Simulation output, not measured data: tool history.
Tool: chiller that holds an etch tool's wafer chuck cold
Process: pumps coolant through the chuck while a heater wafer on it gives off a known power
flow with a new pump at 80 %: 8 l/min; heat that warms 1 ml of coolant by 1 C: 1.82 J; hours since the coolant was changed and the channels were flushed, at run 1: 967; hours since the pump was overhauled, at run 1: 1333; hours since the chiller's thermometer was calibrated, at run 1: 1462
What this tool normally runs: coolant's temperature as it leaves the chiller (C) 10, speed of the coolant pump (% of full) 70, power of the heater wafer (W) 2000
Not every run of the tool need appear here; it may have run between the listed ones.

| run | hour | coolant's temperature as it leaves the chiller (C) | speed of the coolant pump (% of full) | power of the heater wafer (W) | hours since the coolant was changed and the channels were flushed | hours since the pump was overhauled | hours since the chiller's thermometer was calibrated | chuck's temperature once it has settled (C) | how much warmer the coolant comes back (C) |
|---|---|---|---|---|---|---|---|---|---|
| 1 | 0 | 10 | 70 | 2000 | 967 | 1333 | 1462 | 28.7 | 9.62 |
| 2 | 21.4 | 10 | 70 | 2000 | 988 | 1355 | 1483 | 28.8 | 9.55 |
| 3 | 62.1 | 10 | 70 | 2000 | 1029 | 1395 | 1524 | 28.7 | 9.53 |
| 4 | 87.2 | 10 | 70 | 2000 | 1054 | 1421 | 1549 | 28.7 | 9.62 |
| 5 | 121 | 10 | 70 | 2000 | 1088 | 1454 | 1583 | 28.7 | 9.55 |
| 6 | 153.4 | 10 | 70 | 2000 | 1120 | 1487 | 1615 | 28.7 | 9.48 |
| 7 | 198.8 | 10 | 70 | 2000 | 1166 | 1532 | 1661 | 28.9 | 9.58 |
| 8 | 237.6 | 10 | 70 | 2000 | 1205 | 1571 | 1700 | 28.8 | 9.5 |
| 9 | 265 | 10 | 70 | 2000 | 1232 | 1598 | 1727 | 28.7 | 9.65 |
| 10 | 311.7 | 10 | 70 | 2000 | 1279 | 1645 | 1774 | 28.9 | 9.55 |
|  | 314.8 | chiller's thermometer calibrated |
| 11 | 342.8 | 10 | 76 | 2000 | 1309 | 1675 | 28 | 27.9 | 8.86 |
| 12 | 378.2 | 10 | 70 | 2000 | 1344 | 1711 | 63 | 29 | 9.61 |
| 13 | 412.3 | 10 | 70 | 2000 | 1378 | 1745 | 97 | 29 | 9.69 |
| 14 | 444.4 | 10 | 70 | 2000 | 1410 | 1777 | 130 | 28.9 | 9.57 |
| 15 | 466.5 | 10 | 70 | 2000 | 1433 | 1799 | 152 | 29.1 | 9.63 |
| 16 | 514.1 | 20 | 70 | 2000 | 1480 | 1846 | 199 | 39.1 | 9.56 |
| 17 | 542 | 20 | 70 | 2000 | 1508 | 1874 | 227 | 39.1 | 9.67 |
|  | 585.5 | chiller's thermometer calibrated, once more |
| 18 | 590.9 | 20 | 70 | 2000 | 1556 | 1922 | 5 | 38.8 | 9.62 |
| 19 | 610.9 | 6 | 70 | 1607 | 1576 | 1942 | 25 | 21.1 | 7.74 |
| 20 | 639.4 | 10 | 70 | 2000 | 1604 | 1971 | 54 | 28.8 | 9.62 |
| 21 | 680.7 | 10 | 70 | 2000 | 1646 | 2012 | 95 | 28.9 | 9.61 |
| 22 | 714.3 | 10 | 70 | 2000 | 1679 | 2046 | 129 | 28.9 | 9.64 |
| 23 | 737.6 | 4 | 68 | 2769 | 1703 | 2069 | 152 | 30.6 | 13.82 |
| 24 | 759 | 4 | 72 | 1170 | 1724 | 2090 | 174 | 14.7 | 5.49 |
| 25 | 778.9 | 4 | 77 | 1170 | 1744 | 2110 | 193 | 14.3 | 5.13 |
| 26 | 816.6 | 10 | 72 | 2000 | 1782 | 2148 | 231 | 28.6 | 9.39 |
| 27 | 840.2 | 5 | 70 | 2000 | 1805 | 2172 | 255 | 23.8 | 9.67 |
| 28 | 865.6 | 8 | 70 | 2000 | 1831 | 2197 | 280 | 27 | 9.67 |
| 29 | 886.8 | 8 | 70 | 2000 | 1852 | 2218 | 301 | 27 | 9.67 |
| 30 | 917.9 | 19 | 70 | 1078 | 1883 | 2249 | 332 | 29.2 | 5.26 |
| 31 | 946.5 | 19 | 70 | 1078 | 1911 | 2278 | 361 | 29.3 | 5.23 |

Each row is a separate what-if for the run after 31, all from the same tool condition, not one after another. Results?
| A | 969.5 | 19 | 82 | 1078 | 1934 | 2301 | 384 | ? | ? |
| B | 969.5 | 10 | 71 | 2000 | 1934 | 2301 | 384 | ? | ? |
| C | 969.5 | 10 | 70 | 1567 | 1934 | 2301 | 384 | ? | ? |
| D | 969.5 | 19 | 97 | 1319 | 1934 | 2301 | 384 | ? | ? |
| E | 969.5 | 13 | 70 | 1078 | 1934 | 2301 | 384 | ? | ? |

| run | chuck's temperature once it has settled (C) | how much warmer the coolant comes back (C) |
|---|---|---|
| A | 28.2 | 4.39 |
| B | 28.8 | 9.45 |
| C | 25.1 | 7.55 |
| D | 29 | 4.56 |
| E | 23.2 | 5.26 |
Stripped of hidden state, with their random variation kept, the same runs would have yielded:
| run | chuck's temperature once it has settled (C) | how much warmer the coolant comes back (C) |
|---|---|---|
| A | 27.7 | 4.3 |
| B | 27.9 | 9.25 |
| C | 24.3 | 7.39 |
| D | 28.5 | 4.46 |
| E | 22.7 | 5.15 |

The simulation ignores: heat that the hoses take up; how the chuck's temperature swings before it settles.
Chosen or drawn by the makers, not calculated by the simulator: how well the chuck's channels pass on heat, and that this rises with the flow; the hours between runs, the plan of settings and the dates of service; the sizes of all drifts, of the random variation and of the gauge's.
